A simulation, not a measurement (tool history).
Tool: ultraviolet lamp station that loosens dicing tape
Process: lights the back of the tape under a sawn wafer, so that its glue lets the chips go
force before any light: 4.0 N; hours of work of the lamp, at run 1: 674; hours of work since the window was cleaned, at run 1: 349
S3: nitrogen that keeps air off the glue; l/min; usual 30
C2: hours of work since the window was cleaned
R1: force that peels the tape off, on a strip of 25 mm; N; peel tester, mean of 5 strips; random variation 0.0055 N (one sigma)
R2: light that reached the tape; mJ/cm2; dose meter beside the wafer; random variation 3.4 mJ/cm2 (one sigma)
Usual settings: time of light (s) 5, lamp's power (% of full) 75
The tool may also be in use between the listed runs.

run 1 hour=0.0 | time_of_light_(s)=5 lamp's_power_(%_of_full)=75 S3=30 | hours_of_work_of_the_lamp=674 C2=349 | R1=0.212 R2=423
run 2 hour=32.3 | time_of_light_(s)=5 lamp's_power_(%_of_full)=83 S3=30 | hours_of_work_of_the_lamp=694 C2=369 | R1=0.157 R2=469
run 3 hour=65.1 | time_of_light_(s)=5 lamp's_power_(%_of_full)=75 S3=30 | hours_of_work_of_the_lamp=714 C2=389 | R1=0.223 R2=418
run 4 hour=99.4 | time_of_light_(s)=2 lamp's_power_(%_of_full)=75 S3=30 | hours_of_work_of_the_lamp=736 C2=411 | R1=1.195 R2=165
run 5 hour=118.2 | time_of_light_(s)=2 lamp's_power_(%_of_full)=75 S3=30 | hours_of_work_of_the_lamp=747 C2=422 | R1=1.181 R2=168
run 6 hour=154.8 | time_of_light_(s)=5 lamp's_power_(%_of_full)=75 S3=43 | hours_of_work_of_the_lamp=770 C2=445 | R1=0.201 R2=411
run 7 hour=188.2 | time_of_light_(s)=5 lamp's_power_(%_of_full)=75 S3=30 | hours_of_work_of_the_lamp=791 C2=466 | R1=0.239 R2=404
run 8 hour=223.2 | time_of_light_(s)=5 lamp's_power_(%_of_full)=75 S3=38 | hours_of_work_of_the_lamp=813 C2=488 | R1=0.207 R2=397
run 9 hour=248.9 | time_of_light_(s)=2 lamp's_power_(%_of_full)=90 S3=16 | hours_of_work_of_the_lamp=829 C2=504 | R1=1.193 R2=190
run 10 hour=286.0 | time_of_light_(s)=2 lamp's_power_(%_of_full)=90 S3=16 | hours_of_work_of_the_lamp=852 C2=527 | R1=1.215 R2=186
-- hour=299.7 window cleaned of glue's vapour
run 11 hour=304.0 | time_of_light_(s)=2 lamp's_power_(%_of_full)=90 S3=16 | hours_of_work_of_the_lamp=863 C2=3 | R1=0.993 R2=219
run 12 hour=344.3 | time_of_light_(s)=2 lamp's_power_(%_of_full)=90 S3=16 | hours_of_work_of_the_lamp=888 C2=28 | R1=1.049 R2=213
run 13 hour=366.3 | time_of_light_(s)=7 lamp's_power_(%_of_full)=90 S3=15 | hours_of_work_of_the_lamp=902 C2=41 | R1=0.099 R2=735
run 14 hour=389.2 | time_of_light_(s)=3 lamp's_power_(%_of_full)=98 S3=24 | hours_of_work_of_the_lamp=916 C2=56 | R1=0.383 R2=335

5 ways to go on from here, each from the tool as it stands after run 14. What would each give?
run A hour=407.7 | time_of_light_(s)=2 lamp's_power_(%_of_full)=70 S3=29 | hours_of_work_of_the_lamp=927 C2=67 | R1=? R2=?
run B hour=407.7 | time_of_light_(s)=8 lamp's_power_(%_of_full)=75 S3=30 | hours_of_work_of_the_lamp=927 C2=67 | R1=? R2=?
run C hour=407.7 | time_of_light_(s)=6 lamp's_power_(%_of_full)=79 S3=30 | hours_of_work_of_the_lamp=927 C2=67 | R1=? R2=?
run D hour=407.7 | time_of_light_(s)=9 lamp's_power_(%_of_full)=75 S3=19 | hours_of_work_of_the_lamp=927 C2=67 | R1=? R2=?
run E hour=407.7 | time_of_light_(s)=4 lamp's_power_(%_of_full)=93 S3=53 | hours_of_work_of_the_lamp=927 C2=67 | R1=? R2=?

run=A R1=1.253 R2=165
run=B R1=0.076 R2=687
run=C R1=0.117 R2=545
run=D R1=0.079 R2=780
run=E R1=0.157 R2=432
Without the tool's hidden state the same runs would have given:
run=A R1=0.938 R2=205
run=B R1=0.061 R2=861
run=C R1=0.078 R2=682
run=D R1=0.064 R2=977
run=E R1=0.094 R2=540
